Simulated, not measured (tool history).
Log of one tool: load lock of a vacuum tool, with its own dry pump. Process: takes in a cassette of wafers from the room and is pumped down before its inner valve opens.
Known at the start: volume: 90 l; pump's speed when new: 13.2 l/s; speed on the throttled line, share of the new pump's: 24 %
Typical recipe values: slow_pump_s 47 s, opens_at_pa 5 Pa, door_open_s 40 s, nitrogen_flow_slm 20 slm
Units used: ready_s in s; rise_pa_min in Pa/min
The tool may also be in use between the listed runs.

run	hour	slow_pump_s	opens_at_pa	door_open_s	nitrogen_flow_slm	incoming humidity of the room's air, %	ready_s	rise_pa_min
1	0.0	47	5	40	20	41.8	116.9	0.029
2	106.0	47	5	40	20	41.8	117.0	0.030
3	180.3	47	5	40	20	47.1	116.6	0.035
4	291.6	47	5	40	20	43.1	117.4	0.030
5	406.3	47	5	40	20	47.0	117.0	0.027
6	477.1	47	5	40	20	42.5	118.1	0.030
7	631.7	47	7	40	20	43.8	115.7	0.033
8	801.9	47	7	40	20	40.4	115.1	0.027
9	878.7	61	5	40	20	45.4	127.7	0.028
10	974.5	61	5	40	20	44.0	129.6	0.028
11	1083.9	47	4	40	20	46.3	122.0	0.039
12	1236.7	59	5	40	20	42.1	128.5	0.029
13	1305.0	47	5	40	20	45.8	120.0	0.031
14	1409.9	47	5	40	20	44.5	120.1	0.033
15	1514.4	47	5	40	20	44.6	119.6	0.030
16	1597.9	47	5	43	20	44.6	120.7	0.037
17	1737.9	47	4	40	20	47.0	121.9	0.030
18	1885.7	47	4	40	20	46.2	123.5	0.032
# hour 1971.0: dry pump taken out, an overhauled one fitted
19	1995.0	47	4	40	20	41.9	105.7	0.031
20	2084.6	47	4	40	20	47.0	104.7	0.037
21	2174.3	45	6	40	8	46.2	100.9	0.048
22	2259.1	43	5	30	8	46.7	100.9	0.037
23	2404.0	43	9	30	4	43.6	96.9	0.044
24	2475.8	24	9	234	4	47.0	82.6	0.110
25	2635.7	24	9	234	4	49.1	83.1	0.106
26	2707.9	24	9	234	4	44.0	83.7	0.096
27	2826.1	24	9	234	4	45.4	83.7	0.106
28	2895.9	52	9	234	23	46.1	103.9	0.055
29	3032.4	46	5	200	43	44.0	103.7	0.038

Expected results for the next run?
30	3117.2	81	5	40	6	45.3	?	?

Run 30 produced ready_s 131.8 s, rise_pa_min 0.053 Pa/min.
Take away the tool's hidden state, keep the run-to-run variation as it was, and the same run would have given ready_s 130.6 s, rise_pa_min 0.038 Pa/min.
